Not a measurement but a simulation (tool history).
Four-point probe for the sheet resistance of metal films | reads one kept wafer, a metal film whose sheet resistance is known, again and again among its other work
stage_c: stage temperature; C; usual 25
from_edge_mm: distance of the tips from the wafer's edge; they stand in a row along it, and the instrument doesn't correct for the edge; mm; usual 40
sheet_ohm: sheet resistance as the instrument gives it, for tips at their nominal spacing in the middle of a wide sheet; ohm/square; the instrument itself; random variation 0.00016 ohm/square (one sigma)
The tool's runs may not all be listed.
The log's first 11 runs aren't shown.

run 12 hour=147.4 | stage_c=25 from_edge_mm=40 | sheet_ohm=0.796205
run 13 hour=159.8 | stage_c=25 from_edge_mm=40 | sheet_ohm=0.796457
run 14 hour=172.7 | stage_c=35 from_edge_mm=40 | sheet_ohm=0.800397
run 15 hour=192.5 | stage_c=24 from_edge_mm=40 | sheet_ohm=0.796045
run 16 hour=206.3 | stage_c=25 from_edge_mm=40 | sheet_ohm=0.796516
run 17 hour=224.4 | stage_c=32 from_edge_mm=5 | sheet_ohm=0.825574
run 18 hour=240.1 | stage_c=19 from_edge_mm=32 | sheet_ohm=0.794218
run 19 hour=251.7 | stage_c=19 from_edge_mm=4 | sheet_ohm=0.833993
run 20 hour=270.4 | stage_c=30 from_edge_mm=8 | sheet_ohm=0.808616
run 21 hour=286.6 | stage_c=30 from_edge_mm=8 | sheet_ohm=0.808312
run 22 hour=305.2 | stage_c=32 from_edge_mm=32 | sheet_ohm=0.799363
run 23 hour=326.7 | stage_c=20 from_edge_mm=12 | sheet_ohm=0.798222
run 24 hour=339.1 | stage_c=20 from_edge_mm=12 | sheet_ohm=0.798312
run 25 hour=351.4 | stage_c=21 from_edge_mm=25 | sheet_ohm=0.795029
run 26 hour=362.2 | stage_c=21 from_edge_mm=41 | sheet_ohm=0.794541
run 27 hour=376.5 | stage_c=25 from_edge_mm=46 | sheet_ohm=0.795898
run 28 hour=387.4 | stage_c=25 from_edge_mm=5 | sheet_ohm=0.822432
run 29 hour=407.2 | stage_c=25 from_edge_mm=5 | sheet_ohm=0.822203
run 30 hour=425.5 | stage_c=27 from_edge_mm=40 | sheet_ohm=0.796452
run 31 hour=444.1 | stage_c=24 from_edge_mm=38 | sheet_ohm=0.795511
run 32 hour=465.2 | stage_c=24 from_edge_mm=38 | sheet_ohm=0.795380

Forecast each of these 3 alternatives for the next run:
run A hour=482.3 | stage_c=32 from_edge_mm=71 | sheet_ohm=?
run B hour=482.3 | stage_c=31 from_edge_mm=7 | sheet_ohm=?
run C hour=482.3 | stage_c=25 from_edge_mm=7 | sheet_ohm=?

run=A sheet_ohm=0.798451
run=B sheet_ohm=0.811835
run=C sheet_ohm=0.809118
Without the tool's hidden state the same runs would have given:
run=A sheet_ohm=0.800596
run=B sheet_ohm=0.814019
run=C sheet_ohm=0.811317

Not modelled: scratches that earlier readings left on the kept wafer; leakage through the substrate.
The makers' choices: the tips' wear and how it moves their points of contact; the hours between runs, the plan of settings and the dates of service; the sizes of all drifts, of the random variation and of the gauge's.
